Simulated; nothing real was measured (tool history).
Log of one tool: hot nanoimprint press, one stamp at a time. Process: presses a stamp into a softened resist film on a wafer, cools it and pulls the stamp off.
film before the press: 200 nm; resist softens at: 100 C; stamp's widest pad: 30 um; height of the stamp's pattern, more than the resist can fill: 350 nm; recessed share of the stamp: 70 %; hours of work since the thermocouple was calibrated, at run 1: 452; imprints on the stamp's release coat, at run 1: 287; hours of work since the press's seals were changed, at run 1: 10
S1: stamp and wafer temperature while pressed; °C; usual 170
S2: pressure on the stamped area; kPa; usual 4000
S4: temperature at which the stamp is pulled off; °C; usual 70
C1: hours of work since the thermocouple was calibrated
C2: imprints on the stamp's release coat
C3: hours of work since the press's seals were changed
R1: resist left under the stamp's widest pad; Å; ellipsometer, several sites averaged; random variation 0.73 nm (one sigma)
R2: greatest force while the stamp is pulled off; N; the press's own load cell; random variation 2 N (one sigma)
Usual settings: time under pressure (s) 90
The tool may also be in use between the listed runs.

Run 1, hour 0.0: usual settings; C1 452; C2 287; C3 10. Result: R1 934 Å, R2 159 N.
Run 2, hour 6.8: usual settings; C1 456; C2 307; C3 13. Result: R1 928 Å, R2 160 N.
Run 3, hour 12.1: usual settings; C1 458; C2 322; C3 16. Result: R1 951 Å, R2 164 N.
Run 4, hour 20.8: usual settings but time under pressure (s) 59; C1 462; C2 348; C3 20. Result: R1 1081 Å, R2 159 N.
Run 5, hour 29.3: usual settings; C1 467; C2 373; C3 24. Result: R1 936 Å, R2 158 N.
Run 6, hour 36.3: usual settings; C1 470; C2 393; C3 28. Result: R1 932 Å, R2 158 N.
Run 7, hour 43.0: usual settings; C1 473; C2 413; C3 31. Result: R1 917 Å, R2 163 N.
Run 8, hour 49.6: usual settings; C1 477; C2 432; C3 34. Result: R1 933 Å, R2 162 N.
Run 9, hour 57.0: usual settings; C1 480; C2 454; C3 38. Result: R1 949 Å, R2 161 N.
Run 10, hour 64.1: usual settings; C1 484; C2 475; C3 41. Result: R1 935 Å, R2 162 N.
Run 11, hour 68.8: usual settings but S1 169 °C; C1 486; C2 488; C3 44. Result: R1 980 Å, R2 160 N.
Run 12, hour 72.8: usual settings but S1 169 °C; C1 488; C2 500; C3 46. Result: R1 993 Å, R2 161 N.
Run 13, hour 77.0: usual settings but S1 169 °C; C1 490; C2 513; C3 48. Result: R1 978 Å, R2 161 N.
Run 14, hour 81.8: usual settings but S1 169 °C; C1 493; C2 527; C3 50. Result: R1 981 Å, R2 161 N.
Run 15, hour 89.3: usual settings but S4 77 °C; C1 497; C2 549; C3 54. Result: R1 948 Å, R2 141 N.
Run 16, hour 96.8: usual settings but S1 164 °C, S4 77 °C; C1 500; C2 571; C3 58. Result: R1 1185 Å, R2 139 N.
Run 17, hour 100.9: usual settings but S1 166 °C, S4 62 °C; C1 502; C2 582; C3 60. Result: R1 1108 Å, R2 186 N.
Run 18, hour 109.7: usual settings but S1 164 °C, S4 69 °C; C1 507; C2 608; C3 64. Result: R1 1191 Å, R2 167 N.
At hour 116.2: plate thermocouple calibrated.
Run 19, hour 116.5: usual settings but S1 176 °C, S2 4130 kPa, S4 74 °C; C1 0; C2 619; C3 66. Result: R1 686 Å, R2 148 N.
Run 20, hour 122.3: usual settings but S1 176 °C, S2 4130 kPa, S4 74 °C; C1 3; C2 636; C3 69. Result: R1 663 Å, R2 144 N.
Run 21, hour 126.7: usual settings but S1 176 °C, S2 4130 kPa, S4 74 °C; C1 5; C2 649; C3 71. Result: R1 681 Å, R2 144 N.
Run 22, hour 133.3: usual settings but S1 176 °C, S2 4130 kPa, S4 74 °C; C1 8; C2 669; C3 74. Result: R1 679 Å, R2 145 N.
Run 23, hour 142.4: usual settings but S2 6280 kPa, time under pressure (s) 99, S4 56 °C; C1 13; C2 695; C3 79. Result: R1 670 Å, R2 203 N.
Run 24, hour 147.1: usual settings but S1 178 °C, S2 4080 kPa; C1 15; C2 709; C3 81. Result: R1 614 Å, R2 159 N.
Run 25, hour 151.0: usual settings but S2 5260 kPa; C1 17; C2 720; C3 83. Result: R1 756 Å, R2 157 N.
Run 26, hour 158.3: usual settings but S1 180 °C, S2 5100 kPa, time under pressure (s) 149, S4 58 °C; C1 21; C2 742; C3 87. Result: R1 416 Å, R2 198 N.
At hour 167.3: stamp cleaned and given a new release coat.
Run 27, hour 170.8: usual settings but S1 180 °C, S2 5100 kPa, time under pressure (s) 49, S4 58 °C; C1 24; C2 10; C3 90. Result: R1 667 Å, R2 191 N.
Run 28, hour 177.3: usual settings but S1 180 °C, S2 5100 kPa, time under pressure (s) 49, S4 58 °C; C1 27; C2 29; C3 93. Result: R1 661 Å, R2 189 N.
Run 29, hour 185.3: usual settings but S1 180 °C, S2 5100 kPa, time under pressure (s) 49, S4 58 °C; C1 31; C2 53; C3 97. Result: R1 660 Å, R2 192 N.
Run 30, hour 192.9: usual settings but S1 178 °C, S2 5190 kPa, time under pressure (s) 123, S4 55 °C; C1 35; C2 75; C3 101. Result: R1 492 Å, R2 199 N.

3 ways to go on from here, each from the tool as it stands after run 30. What would each give?
Run A, hour 199.4: usual settings but S1 178 °C, S2 5190 kPa, time under pressure (s) 123, S4 75 °C; C1 38; C2 94; C3 104. Result: R1 ?, R2 ?.
Run B, hour 199.4: usual settings but S2 5120 kPa, S4 69 °C; C1 38; C2 94; C3 104. Result: R1 ?, R2 ?.
Run C, hour 199.4: usual settings but S1 167 °C, S2 5190 kPa, time under pressure (s) 123, S4 55 °C; C1 38; C2 94; C3 104. Result: R1 ?, R2 ?.

run   R1   R2
  A  487  136
  B  772  153
  C  780  195
Without the tool's hidden state the same runs would have given:
run   R1   R2
  A  486  136
  B  772  153
  C  780  194
